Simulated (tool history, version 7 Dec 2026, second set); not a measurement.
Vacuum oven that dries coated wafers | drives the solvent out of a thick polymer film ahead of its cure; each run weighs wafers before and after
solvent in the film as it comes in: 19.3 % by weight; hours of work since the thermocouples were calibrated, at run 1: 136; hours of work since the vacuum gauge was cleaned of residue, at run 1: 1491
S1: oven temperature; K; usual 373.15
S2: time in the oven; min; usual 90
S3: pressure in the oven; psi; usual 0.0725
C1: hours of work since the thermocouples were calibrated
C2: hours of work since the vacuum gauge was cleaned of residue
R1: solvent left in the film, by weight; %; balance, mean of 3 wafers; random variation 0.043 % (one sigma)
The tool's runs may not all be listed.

run	hour	S1	S2	S3	C1	C2	R1
1	0	373.15	90	0.0725	136	1491	2.66
2	78.7	373.15	90	0.2283	188	1542	4.66
3	171.8	373.15	90	0.0725	248	1603	2.81
4	228.5	373.15	90	0.0725	285	1640	2.77
5	271.8	373.15	90	0.0534	313	1668	2.66
6	358	373.15	90	0.0534	370	1724	2.6
7	414	373.15	90	0.0534	406	1761	2.64
8	465.3	373.15	90	0.0725	440	1794	2.94
# hour 480.7: vacuum gauge cleaned of residue and calibrated
9	538.4	373.15	90	0.0725	486	38	2.38
10	631.8	373.15	90	0.0725	547	99	2.42
11	681.9	373.15	90	0.0725	580	131	2.36
12	720.2	373.15	90	0.0725	605	156	2.42
13	768.9	373.15	90	0.0725	636	188	2.49
14	835.9	373.15	90	0.0725	680	231	2.5
15	905.4	361.15	90	0.0725	725	277	6.99
16	970.8	361.15	90	0.0725	768	319	7.01
17	1057.6	365.15	90	0.0368	825	376	4.91
18	1104.2	361.15	60	0.1025	855	406	9.57
19	1153.9	361.15	60	0.1025	887	439	9.64
20	1216.4	366.15	90	0.2265	928	479	7.54
21	1260	366.15	90	0.2265	956	508	7.35
# hour 1333.3: oven's thermocouples calibrated
22	1341	375.15	90	0.0392	5	559	1.52
23	1406.4	374.15	101	0.1997	48	602	3.37
24	1487.3	384.15	88	0.1622	100	655	1.76
25	1582.3	373.15	155	0.2102	162	717	3.3
26	1663.7	373.15	155	0.2102	215	770	3.27
27	1732.2	373.15	155	0.2102	260	814	3.36
28	1819.9	383.15	108	0.1469	317	871	1.68
29	1902.7	383.15	108	0.1469	371	925	1.73
30	1961.4	363.15	90	0.0431	409	964	5.68
31	2031.7	363.15	90	0.0725	455	1009	6.34
32	2072.7	369.15	90	0.0529	482	1036	3.75

How the hidden state differs across the entries between the runs, from the last listed run before each to the first after it:
Between runs 8 and 9: vacuum gauge cleaned of residue and calibrated (hour 480.7)
  true wafer temperature over the reading, C: -0.83 -> -0.91; true pressure over the reading, kPa: 0.329 -> 0.004
  measured less the result without the state, R1: +0.81 -> +0.23 %
Between runs 21 and 22: oven's thermocouples calibrated (hour 1333.3)
  true wafer temperature over the reading, C: -1.69 -> -0.18; true pressure over the reading, kPa: 0.093 -> 0.103
  measured less the result without the state, R1: +0.9 -> +0.21 %
